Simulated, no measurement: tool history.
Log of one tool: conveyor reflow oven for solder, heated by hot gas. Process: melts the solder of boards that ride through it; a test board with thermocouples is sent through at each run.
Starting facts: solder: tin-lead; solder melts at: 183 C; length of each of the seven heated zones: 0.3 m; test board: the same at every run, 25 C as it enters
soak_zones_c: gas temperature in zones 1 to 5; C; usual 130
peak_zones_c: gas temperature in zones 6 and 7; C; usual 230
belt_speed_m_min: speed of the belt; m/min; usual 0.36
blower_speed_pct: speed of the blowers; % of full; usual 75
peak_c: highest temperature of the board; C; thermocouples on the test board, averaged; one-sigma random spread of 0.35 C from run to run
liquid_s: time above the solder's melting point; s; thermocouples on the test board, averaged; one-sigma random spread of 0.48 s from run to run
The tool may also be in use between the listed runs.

{"run": 1, "hour": 0.0, "soak_zones_c": 130, "peak_zones_c": 230, "belt_speed_m_min": 0.36, "blower_speed_pct": 75, "peak_c": 208.6, "liquid_s": 62.3}
{"run": 2, "hour": 58.0, "soak_zones_c": 130, "peak_zones_c": 230, "belt_speed_m_min": 0.36, "blower_speed_pct": 75, "peak_c": 208.2, "liquid_s": 60.9}
{"run": 3, "hour": 102.7, "soak_zones_c": 130, "peak_zones_c": 230, "belt_speed_m_min": 0.36, "blower_speed_pct": 62, "peak_c": 205.5, "liquid_s": 57.4}
{"run": 4, "hour": 161.9, "soak_zones_c": 124, "peak_zones_c": 230, "belt_speed_m_min": 0.36, "blower_speed_pct": 62, "peak_c": 203.8, "liquid_s": 51.5}
{"run": 5, "hour": 224.2, "soak_zones_c": 124, "peak_zones_c": 230, "belt_speed_m_min": 0.36, "blower_speed_pct": 62, "peak_c": 203, "liquid_s": 50.5}
{"run": 6, "hour": 269.1, "soak_zones_c": 130, "peak_zones_c": 230, "belt_speed_m_min": 0.36, "blower_speed_pct": 75, "peak_c": 206.9, "liquid_s": 59.1}
{"run": 7, "hour": 333.4, "soak_zones_c": 130, "peak_zones_c": 230, "belt_speed_m_min": 0.36, "blower_speed_pct": 75, "peak_c": 206.6, "liquid_s": 59.2}
{"hour": 376.7, "done": "flux residue cleaned out of gas plates and filters"}
{"run": 8, "hour": 389.3, "soak_zones_c": 140, "peak_zones_c": 230, "belt_speed_m_min": 0.36, "blower_speed_pct": 75, "peak_c": 212.7, "liquid_s": 73.9}
{"run": 9, "hour": 421.6, "soak_zones_c": 140, "peak_zones_c": 230, "belt_speed_m_min": 0.36, "blower_speed_pct": 75, "peak_c": 212.9, "liquid_s": 73.8}
{"run": 10, "hour": 463.6, "soak_zones_c": 130, "peak_zones_c": 230, "belt_speed_m_min": 0.36, "blower_speed_pct": 50, "peak_c": 205, "liquid_s": 55.3}
{"run": 11, "hour": 502.5, "soak_zones_c": 130, "peak_zones_c": 224, "belt_speed_m_min": 0.36, "blower_speed_pct": 50, "peak_c": 200, "liquid_s": 47.5}
{"hour": 511.6, "done": "belt drive overhauled, speed set with a stopwatch"}
{"run": 12, "hour": 548.3, "soak_zones_c": 130, "peak_zones_c": 239, "belt_speed_m_min": 0.36, "blower_speed_pct": 75, "peak_c": 218.4, "liquid_s": 75.2}
{"run": 13, "hour": 583.4, "soak_zones_c": 131, "peak_zones_c": 226, "belt_speed_m_min": 0.36, "blower_speed_pct": 61, "peak_c": 204.3, "liquid_s": 57.3}
{"run": 14, "hour": 621.9, "soak_zones_c": 129, "peak_zones_c": 230, "belt_speed_m_min": 0.415, "blower_speed_pct": 75, "peak_c": 205, "liquid_s": 47.9}
{"run": 15, "hour": 676.7, "soak_zones_c": 143, "peak_zones_c": 236, "belt_speed_m_min": 0.394, "blower_speed_pct": 90, "peak_c": 217.5, "liquid_s": 71.9}
{"run": 16, "hour": 727.0, "soak_zones_c": 143, "peak_zones_c": 236, "belt_speed_m_min": 0.394, "blower_speed_pct": 90, "peak_c": 217.1, "liquid_s": 70.7}
{"hour": 744.7, "done": "belt drive overhauled, speed set with a stopwatch, once more"}
{"run": 17, "hour": 794.1, "soak_zones_c": 143, "peak_zones_c": 236, "belt_speed_m_min": 0.394, "blower_speed_pct": 90, "peak_c": 215.7, "liquid_s": 68.3}
{"run": 18, "hour": 850.8, "soak_zones_c": 143, "peak_zones_c": 236, "belt_speed_m_min": 0.394, "blower_speed_pct": 90, "peak_c": 214.8, "liquid_s": 68.4}
{"run": 19, "hour": 913.7, "soak_zones_c": 130, "peak_zones_c": 230, "belt_speed_m_min": 0.34, "blower_speed_pct": 62, "peak_c": 207, "liquid_s": 62}
{"run": 20, "hour": 951.4, "soak_zones_c": 129, "peak_zones_c": 230, "belt_speed_m_min": 0.328, "blower_speed_pct": 75, "peak_c": 210.5, "liquid_s": 69.5}
{"hour": 977.3, "done": "thermocouples of zones 6 and 7 changed"}
{"run": 21, "hour": 1012.2, "soak_zones_c": 129, "peak_zones_c": 230, "belt_speed_m_min": 0.328, "blower_speed_pct": 75, "peak_c": 214.3, "liquid_s": 74.4}
{"run": 22, "hour": 1038.6, "soak_zones_c": 129, "peak_zones_c": 230, "belt_speed_m_min": 0.328, "blower_speed_pct": 75, "peak_c": 213.6, "liquid_s": 73.9}
{"run": 23, "hour": 1075.6, "soak_zones_c": 129, "peak_zones_c": 230, "belt_speed_m_min": 0.328, "blower_speed_pct": 75, "peak_c": 213, "liquid_s": 74.1}

Subtracting, for every run, the result it would have given without the tool's unlogged condition from the measured result gives the following. The same run-to-run variation enters both numbers; the gauge's scatter may not:
Unlogged tool condition in this case: heat that the gas passes to the board, % of a clean oven's; belt's true speed, % of the reading; true gas temperature in zones 6 and 7 over the reading, C; drift of the gauge itself on peak_c, C; drift of the gauge itself on liquid_s, %.
run=1 peak_c=-5.5 liquid_s=-6.8
run=2 peak_c=-5.9 liquid_s=-7.4
run=3 peak_c=-5.9 liquid_s=-8.3
run=4 peak_c=-6.6 liquid_s=-9.5
run=5 peak_c=-6.9 liquid_s=-10.2
run=6 peak_c=-7.3 liquid_s=-9.6
run=7 peak_c=-7.7 liquid_s=-10.3
run=8 peak_c=-3 liquid_s=-2
run=9 peak_c=-3.3 liquid_s=-2.2
run=10 peak_c=-3.2 liquid_s=-3.6
run=11 peak_c=-3.4 liquid_s=-4.9
run=12 peak_c=-4 liquid_s=-2.5
run=13 peak_c=-3.9 liquid_s=-4.9
run=14 peak_c=-4.4 liquid_s=-4.7
run=15 peak_c=-4.8 liquid_s=-3
run=16 peak_c=-5.2 liquid_s=-3.3
run=17 peak_c=-6.2 liquid_s=-5.9
run=18 peak_c=-6.6 liquid_s=-6.4
run=19 peak_c=-6.6 liquid_s=-9.8
run=20 peak_c=-7 liquid_s=-9.6
run=21 peak_c=-3.2 liquid_s=-4.8
run=22 peak_c=-3.3 liquid_s=-5
run=23 peak_c=-3.6 liquid_s=-5.3
